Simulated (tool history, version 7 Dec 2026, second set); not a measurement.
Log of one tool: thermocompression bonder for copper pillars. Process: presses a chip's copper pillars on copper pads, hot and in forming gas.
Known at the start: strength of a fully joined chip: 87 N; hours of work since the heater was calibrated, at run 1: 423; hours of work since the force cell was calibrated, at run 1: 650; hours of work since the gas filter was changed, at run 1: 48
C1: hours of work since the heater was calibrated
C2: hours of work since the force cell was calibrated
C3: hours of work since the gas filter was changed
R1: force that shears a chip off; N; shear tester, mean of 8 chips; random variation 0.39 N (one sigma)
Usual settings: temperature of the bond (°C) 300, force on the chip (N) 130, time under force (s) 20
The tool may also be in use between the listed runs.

Run 1, hour 0.0: usual settings; C1 423; C2 650; C3 48. Result: R1 61.8 N.
Run 2, hour 23.2: usual settings but force on the chip (N) 79; C1 437; C2 664; C3 62. Result: R1 41.3 N.
Run 3, hour 50.1: usual settings but force on the chip (N) 79; C1 454; C2 681; C3 79. Result: R1 41.1 N.
Run 4, hour 75.6: usual settings but force on the chip (N) 146; C1 470; C2 696; C3 95. Result: R1 65.6 N.
Run 5, hour 109.1: usual settings but force on the chip (N) 146, time under force (s) 21; C1 491; C2 717; C3 115. Result: R1 66.1 N.
Run 6, hour 143.5: usual settings but force on the chip (N) 146, time under force (s) 26; C1 512; C2 738; C3 137. Result: R1 69.0 N.
Run 7, hour 166.7: usual settings; C1 526; C2 753; C3 151. Result: R1 61.3 N.
At hour 176.2: forming gas filter changed.
Run 8, hour 206.8: usual settings; C1 551; C2 777; C3 19. Result: R1 62.1 N.
Run 9, hour 239.4: usual settings; C1 571; C2 798; C3 39. Result: R1 62.2 N.
At hour 261.5: heater calibrated with a thermocouple chip.
Run 10, hour 270.0: usual settings; C1 5; C2 815; C3 57. Result: R1 58.0 N.
Run 11, hour 315.2: usual settings; C1 33; C2 843; C3 85. Result: R1 57.3 N.
Run 12, hour 354.3: usual settings; C1 58; C2 867; C3 109. Result: R1 58.3 N.
Run 13, hour 395.6: usual settings but time under force (s) 16; C1 83; C2 893; C3 135. Result: R1 54.0 N.
At hour 430.6: forming gas filter changed.
Run 14, hour 446.9: usual settings but time under force (s) 16; C1 115; C2 924; C3 10. Result: R1 55.5 N.
Run 15, hour 492.3: usual settings but force on the chip (N) 184; C1 143; C2 953; C3 38. Result: R1 72.1 N.
Run 16, hour 517.8: usual settings but temperature of the bond (°C) 282; C1 158; C2 968; C3 54. Result: R1 49.4 N.
Run 17, hour 557.8: usual settings but force on the chip (N) 105; C1 183; C2 993; C3 79. Result: R1 50.5 N.
Run 18, hour 601.3: usual settings but temperature of the bond (°C) 289, force on the chip (N) 96; C1 210; C2 1020; C3 106. Result: R1 41.2 N.
Run 19, hour 633.6: usual settings but temperature of the bond (°C) 289, force on the chip (N) 154, time under force (s) 21; C1 230; C2 1040; C3 126. Result: R1 61.0 N.
At hour 683.1: forming gas filter changed.
Run 20, hour 683.8: usual settings but force on the chip (N) 138; C1 261; C2 1071; C3 0. Result: R1 62.1 N.
Run 21, hour 714.4: usual settings but force on the chip (N) 82; C1 280; C2 1090; C3 19. Result: R1 40.9 N.
Run 22, hour 765.1: usual settings but temperature of the bond (°C) 324, force on the chip (N) 120, time under force (s) 39; C1 311; C2 1121; C3 51. Result: R1 75.7 N.
Run 23, hour 796.0: usual settings but temperature of the bond (°C) 324, force on the chip (N) 120, time under force (s) 39; C1 330; C2 1140; C3 70. Result: R1 76.2 N.
Run 24, hour 822.7: usual settings but temperature of the bond (°C) 310, force on the chip (N) 88, time under force (s) 39; C1 347; C2 1157; C3 86. Result: R1 58.4 N.
Run 25, hour 871.9: usual settings but time under force (s) 27; C1 377; C2 1187; C3 117. Result: R1 63.9 N.
Run 26, hour 900.5: usual settings but time under force (s) 27; C1 395; C2 1205; C3 135. Result: R1 63.4 N.
Run 27, hour 924.6: usual settings but temperature of the bond (°C) 329, force on the chip (N) 81, time under force (s) 10; C1 410; C2 1220; C3 150. Result: R1 41.9 N.
At hour 935.2: forming gas filter changed.
Run 28, hour 960.1: usual settings but temperature of the bond (°C) 319, force on the chip (N) 139, time under force (s) 48; C1 432; C2 1242; C3 15. Result: R1 80.9 N.
Run 29, hour 1000.2: usual settings but temperature of the bond (°C) 282, force on the chip (N) 98, time under force (s) 22; C1 457; C2 1266; C3 40. Result: R1 41.4 N.
Run 30, hour 1033.1: usual settings but temperature of the bond (°C) 271, force on the chip (N) 168, time under force (s) 23; C1 477; C2 1287; C3 61. Result: R1 58.0 N.
Run 31, hour 1069.0: usual settings but temperature of the bond (°C) 319, force on the chip (N) 100; C1 499; C2 1309; C3 83. Result: R1 58.6 N.
Run 32, hour 1096.7: usual settings but temperature of the bond (°C) 319, force on the chip (N) 177, time under force (s) 21; C1 516; C2 1326; C3 100. Result: R1 77.9 N.
Run 33, hour 1142.3: usual settings but temperature of the bond (°C) 319, force on the chip (N) 177, time under force (s) 21; C1 545; C2 1354; C3 128. Result: R1 77.8 N.

Some steps in R1 between neighbouring runs. How much of each would the tool show without its hidden state too (settings, what came in, random variation), and how much is left for the hidden state, with any gauge scatter that isn't in both results?
The hidden state here: true temperature of the bond over the reading, C; force that reaches the chip, % of what is set; oxide that the forming gas leaves, % of the face; drift of the gauge itself on shear_n, %.
Run 7 -> 8: forming gas filter changed. R1 +0.8 N: hidden state +1.5, all else -0.7.
Run 9 -> 10: heater calibrated with a thermocouple chip. R1 -4.2 N: hidden state -4.0, all else -0.2.
Run 13 -> 14: forming gas filter changed. R1 +1.5 N: hidden state +1.3, all else +0.2.
Run 21 -> 22: temperature of the bond (°C) 300 -> 324, force on the chip (N) 82 -> 120, time under force (s) 20 -> 39. R1 +34.8 N: hidden state -0.3, all else +35.1.
Run 27 -> 28: temperature of the bond (°C) 329 -> 319, force on the chip (N) 81 -> 139, time under force (s) 10 -> 48, forming gas filter changed. R1 +39.0 N: hidden state +1.0, all else +38.0.
Run 28 -> 29: temperature of the bond (°C) 319 -> 282, force on the chip (N) 139 -> 98, time under force (s) 48 -> 22. R1 -39.5 N: hidden state +0.2, all else -39.7.

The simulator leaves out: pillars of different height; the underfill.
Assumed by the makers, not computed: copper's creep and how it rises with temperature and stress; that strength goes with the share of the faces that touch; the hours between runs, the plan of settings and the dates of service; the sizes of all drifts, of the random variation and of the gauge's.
